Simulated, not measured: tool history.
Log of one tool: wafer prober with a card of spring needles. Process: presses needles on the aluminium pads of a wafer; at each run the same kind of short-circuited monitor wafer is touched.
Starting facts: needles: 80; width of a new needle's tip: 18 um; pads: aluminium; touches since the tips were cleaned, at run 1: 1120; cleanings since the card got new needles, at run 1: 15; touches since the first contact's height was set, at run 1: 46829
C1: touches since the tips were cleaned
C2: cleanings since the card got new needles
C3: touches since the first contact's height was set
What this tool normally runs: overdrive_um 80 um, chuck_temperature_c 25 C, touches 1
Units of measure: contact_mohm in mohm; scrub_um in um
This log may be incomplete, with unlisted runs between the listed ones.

Run 1, hour 0.0: usual settings; C1 1120; C2 15; C3 46829. Result: contact_mohm 249 mohm, scrub_um 17.75 um.
Run 2, hour 6.9: usual settings but touches 2; C1 5063; C2 15; C3 50772. Result: contact_mohm 258 mohm, scrub_um 17.72 um.
At hour 10.0: tips cleaned on abrasive film.
Run 3, hour 17.1: usual settings but touches 2; C1 4072; C2 16; C3 56582. Result: contact_mohm 255 mohm, scrub_um 17.73 um.
At hour 23.1: tips cleaned on abrasive film.
Run 4, hour 29.5: usual settings but touches 3; C1 3736; C2 17; C3 63709. Result: contact_mohm 248 mohm, scrub_um 17.72 um.
At hour 35.3: tips cleaned on abrasive film.
Run 5, hour 39.4: usual settings but overdrive_um 87 um, touches 3; C1 2310; C2 18; C3 69296. Result: contact_mohm 240 mohm, scrub_um 19.20 um.
At hour 41.8: height of the first contact set anew.
At hour 47.6: tips cleaned on abrasive film.
Run 6, hour 48.5: usual settings; C1 532; C2 19; C3 3798. Result: contact_mohm 241 mohm, scrub_um 17.85 um.
At hour 60.2: tips cleaned on abrasive film.
Run 7, hour 60.4: usual settings; C1 113; C2 20; C3 10587. Result: contact_mohm 234 mohm, scrub_um 17.83 um.
Run 8, hour 71.2: usual settings; C1 6343; C2 20; C3 16817. Result: contact_mohm 287 mohm, scrub_um 17.85 um.
At hour 72.3: tips cleaned on abrasive film.
At hour 84.9: tips cleaned on abrasive film.
Run 9, hour 86.4: usual settings but overdrive_um 78 um; C1 892; C2 22; C3 25444. Result: contact_mohm 252 mohm, scrub_um 17.36 um.
At hour 97.3: tips cleaned on abrasive film.
Run 10, hour 99.1: usual settings but overdrive_um 78 um; C1 1042; C2 23; C3 32678. Result: contact_mohm 252 mohm, scrub_um 17.34 um.
At hour 109.9: tips cleaned on abrasive film.
Run 11, hour 109.9: usual settings but overdrive_um 70 um; C1 0; C2 24; C3 38809. Result: contact_mohm 233 mohm, scrub_um 15.51 um.
At hour 121.8: tips cleaned on abrasive film.
Run 12, hour 124.7: usual settings but overdrive_um 70 um; C1 1645; C2 25; C3 47248. Result: contact_mohm 266 mohm, scrub_um 15.47 um.
At hour 134.4: tips cleaned on abrasive film.
Run 13, hour 140.3: usual settings; C1 3382; C2 26; C3 56189. Result: contact_mohm 272 mohm, scrub_um 17.71 um.
At hour 146.6: tips cleaned on abrasive film.
Run 14, hour 155.9: usual settings; C1 5362; C2 27; C3 65111. Result: contact_mohm 290 mohm, scrub_um 17.64 um.
At hour 159.3: tips cleaned on abrasive film.
At hour 165.8: height of the first contact set anew.
Run 15, hour 168.0: usual settings but overdrive_um 76 um; C1 4849; C2 28; C3 1283. Result: contact_mohm 285 mohm, scrub_um 17.03 um.
At hour 171.8: tips cleaned on abrasive film.
Run 16, hour 180.0: usual settings but overdrive_um 67 um, chuck_temperature_c 81 C, touches 2; C1 4695; C2 29; C3 8112. Result: contact_mohm 288 mohm, scrub_um 15.02 um.
At hour 184.3: tips cleaned on abrasive film.
Run 17, hour 187.2: usual settings but chuck_temperature_c 30 C, touches 2; C1 1649; C2 30; C3 12184. Result: contact_mohm 252 mohm, scrub_um 17.83 um.
At hour 196.5: tips cleaned on abrasive film.
Run 18, hour 199.6: usual settings but overdrive_um 73 um, chuck_temperature_c 76 C, touches 2; C1 1804; C2 31; C3 19284. Result: contact_mohm 261 mohm, scrub_um 16.25 um.
Run 19, hour 208.0: usual settings but overdrive_um 73 um, chuck_temperature_c 76 C, touches 2; C1 6631; C2 31; C3 24111. Result: contact_mohm 283 mohm, scrub_um 16.26 um.
At hour 208.8: tips cleaned on abrasive film.
Run 20, hour 217.6: usual settings but overdrive_um 73 um, chuck_temperature_c 76 C, touches 2; C1 5045; C2 32; C3 29581. Result: contact_mohm 277 mohm, scrub_um 16.26 um.
At hour 221.2: tips cleaned on abrasive film.
Run 21, hour 231.6: usual settings but overdrive_um 73 um, chuck_temperature_c 76 C; C1 5996; C2 33; C3 37567. Result: contact_mohm 311 mohm, scrub_um 16.21 um.
At hour 234.0: tips cleaned on abrasive film.
Run 22, hour 240.3: usual settings but overdrive_um 92 um, chuck_temperature_c 80 C, touches 3; C1 3590; C2 34; C3 42489. Result: contact_mohm 254 mohm, scrub_um 20.34 um.
At hour 246.6: tips cleaned on abrasive film.
Run 23, hour 247.0: usual settings but overdrive_um 92 um, chuck_temperature_c 80 C, touches 3; C1 222; C2 35; C3 46300. Result: contact_mohm 246 mohm, scrub_um 20.41 um.
At hour 258.9: tips cleaned on abrasive film.
Run 24, hour 259.0: usual settings but overdrive_um 66 um, chuck_temperature_c 101 C, touches 3; C1 64; C2 36; C3 53170. Result: contact_mohm 251 mohm, scrub_um 14.53 um.
At hour 270.8: tips cleaned on abrasive film.
Run 25, hour 270.8: usual settings but overdrive_um 66 um; C1 0; C2 37; C3 59904. Result: contact_mohm 239 mohm, scrub_um 14.55 um.
At hour 282.9: tips cleaned on abrasive film.
Run 26, hour 283.4: usual settings but overdrive_um 66 um, chuck_temperature_c 33 C, touches 2; C1 284; C2 38; C3 67079. Result: contact_mohm 246 mohm, scrub_um 14.49 um.

Consider 4 possible next runs. They are alternatives, not a sequence: every one starts from the tool as it was left by run 26. What does each give?
At hour 290.2: height of the first contact set anew.
At hour 295.4: tips cleaned on abrasive film.
Run A, hour 296.1: usual settings but overdrive_um 66 um, chuck_temperature_c 44 C, touches 3; C1 372; C2 39; C3 3311. Result: contact_mohm ?, scrub_um ?.
At hour 290.2: height of the first contact set anew.
At hour 295.4: tips cleaned on abrasive film.
Run B, hour 296.1: usual settings but overdrive_um 91 um, chuck_temperature_c 45 C; C1 372; C2 39; C3 3311. Result: contact_mohm ?, scrub_um ?.
At hour 290.2: height of the first contact set anew.
At hour 295.4: tips cleaned on abrasive film.
Run C, hour 296.1: usual settings but overdrive_um 73 um, chuck_temperature_c 112 C; C1 372; C2 39; C3 3311. Result: contact_mohm ?, scrub_um ?.
At hour 290.2: height of the first contact set anew.
At hour 295.4: tips cleaned on abrasive film.
Run D, hour 296.1: usual settings but overdrive_um 74 um, chuck_temperature_c 37 C, touches 3; C1 372; C2 39; C3 3311. Result: contact_mohm ?, scrub_um ?.

run  contact_mohm  scrub_um
  A           242     14.68
  B           251     20.29
  C           265     16.26
  D           240     16.45
The same runs, with their run-to-run variation unchanged, on a tool lacking any hidden condition would have given:
run  contact_mohm  scrub_um
  A           234     14.71
  B           238     20.32
  C           249     16.29
  D           233     16.48

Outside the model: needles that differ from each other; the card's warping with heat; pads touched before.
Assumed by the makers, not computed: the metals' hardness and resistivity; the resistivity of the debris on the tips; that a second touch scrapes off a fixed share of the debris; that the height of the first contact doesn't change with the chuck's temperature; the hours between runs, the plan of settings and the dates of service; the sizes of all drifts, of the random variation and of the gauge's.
